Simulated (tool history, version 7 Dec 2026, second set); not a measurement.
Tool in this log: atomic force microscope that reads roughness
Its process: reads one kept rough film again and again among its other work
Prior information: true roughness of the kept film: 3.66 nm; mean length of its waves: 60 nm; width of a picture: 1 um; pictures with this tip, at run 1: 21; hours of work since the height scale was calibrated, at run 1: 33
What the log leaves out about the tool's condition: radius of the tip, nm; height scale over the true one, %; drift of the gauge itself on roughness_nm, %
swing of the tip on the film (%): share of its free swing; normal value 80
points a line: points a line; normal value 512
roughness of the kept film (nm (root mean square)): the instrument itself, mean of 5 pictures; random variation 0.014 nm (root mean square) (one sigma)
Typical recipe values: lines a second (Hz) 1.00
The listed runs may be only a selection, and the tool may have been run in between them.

run   hour  lines a second (Hz)  swing of the tip on the film (%)  points a line  pictures with this tip  hours of work since the height scale was calibrated  roughness of the kept film (nm (root mean square))
  1    0.0                 1.00                                80            512                      21                                                   33                                               3.311
  2    8.6                 1.00                                80            512                      36                                                   39                                               3.311
  3   13.8                 1.00                                80            512                      45                                                   42                                               3.310
  4   23.2                 1.00                                80            512                      62                                                   49                                               3.280
  5   31.2                 0.65                                80            512                      75                                                   54                                               3.331
  6   42.0                 1.00                                80            512                      94                                                   61                                               3.279
  7   52.3                 1.00                                86            512                     112                                                   68                                               3.174
  8   63.3                 1.00                                86            512                     131                                                   76                                               3.130
  9   72.3                 1.00                                86            512                     146                                                   82                                               3.147
 10   82.8                 1.00                                80            512                     165                                                   89                                               3.186
 11   93.3                 1.00                                80            512                     183                                                   96                                               3.140
 12   99.8                 1.00                                80            588                     194                                                  100                                               3.174
 13  109.1                 1.00                                80            588                     210                                                  106                                               3.118
 14  114.7                 1.00                                80            588                     220                                                  110                                               3.123
 15  123.4                 1.00                                80            588                     235                                                  116                                               3.095
 16  131.7                 1.00                                80            588                     249                                                  121                                               3.111
 17  140.5                 1.00                                80            588                     264                                                  127                                               3.107
 18  148.6                 1.00                                80            588                     278                                                  133                                               3.071
     152.4  -- new tip fitted
 19  161.1                 1.00                                80            588                      15                                                  141                                               3.323
 20  167.4                 1.00                                80            588                      26                                                  145                                               3.332
 21  173.7                 1.00                                80            588                      37                                                  149                                               3.340
 22  180.5                 1.00                                80            588                      48                                                  154                                               3.305
 23  191.8                 1.00                                80            588                      68                                                  161                                               3.270
 24  203.6                 1.00                                80            588                      88                                                  169                                               3.262
 25  215.4                 1.00                                59            657                     109                                                  177                                               3.368
 26  222.0                 1.27                                68            443                     120                                                  182                                               3.302
 27  229.6                 0.70                                68            389                     133                                                  187                                               3.322
 28  238.9                 0.73                                60            312                     149                                                  193                                               3.310
 29  249.8                 1.43                                77            297                     168                                                  200                                               3.094
 30  254.9                 1.43                                77            297                     177                                                  204                                               3.144
 31  261.0                 1.76                                63            297                     188                                                  208                                               3.210
 32  271.8                 1.13                                61            950                     206                                                  215                                               3.255
 33  282.2                 1.00                                67            265                     224                                                  222                                               3.211
 34  292.6                 1.00                                67            265                     242                                                  229                                               3.171
 35  300.7                 1.00                                67            423                     256                                                  234                                               3.202
 36  306.6                 2.00                                65            416                     266                                                  238                                               3.131
 37  314.2                 2.00                                65            416                     279                                                  243                                               3.105
     317.6  -- new tip fitted
 38  325.8                 2.00                                65            416                      14                                                  251                                               3.383
 39  336.3                 1.01                                78            661                      32                                                  258                                               3.331
 40  342.3                 1.01                                78            661                      42                                                  262                                               3.324
 41  353.8                 1.01                                78            661                      62                                                  269                                               3.320
 42  360.1                 1.01                                78            661                      73                                                  274                                               3.300
 43  367.4                 2.32                                55            512                      86                                                  279                                               3.358
 44  373.4                 2.32                                55            512                      96                                                  283                                               3.346
 45  385.2                 1.99                                55            794                     116                                                  290                                               3.336
 46  395.2                 1.99                                74            794                     134                                                  297                                               3.139
 47  400.8                 0.69                                85            541                     143                                                  301                                               3.255

Consider 3 possible next runs. They are alternatives, not a sequence: every one starts from the tool as it was left by run 47. What does each give?
  A  408.0                 3.23                                76            712                     156                                                  306                                                   ?
  B  408.0                 0.69                                71            541                     156                                                  306                                                   ?
  C  408.0                 2.64                                59            512                     156                                                  306                                                   ?

run  roughness of the kept film (nm (root mean square))
  A                                               2.898
  B                                               3.297
  C                                               3.243
Without the tool's unlogged condition, the same runs would have read:
run  roughness of the kept film (nm (root mean square))
  A                                               3.027
  B                                               3.444
  C                                               3.388
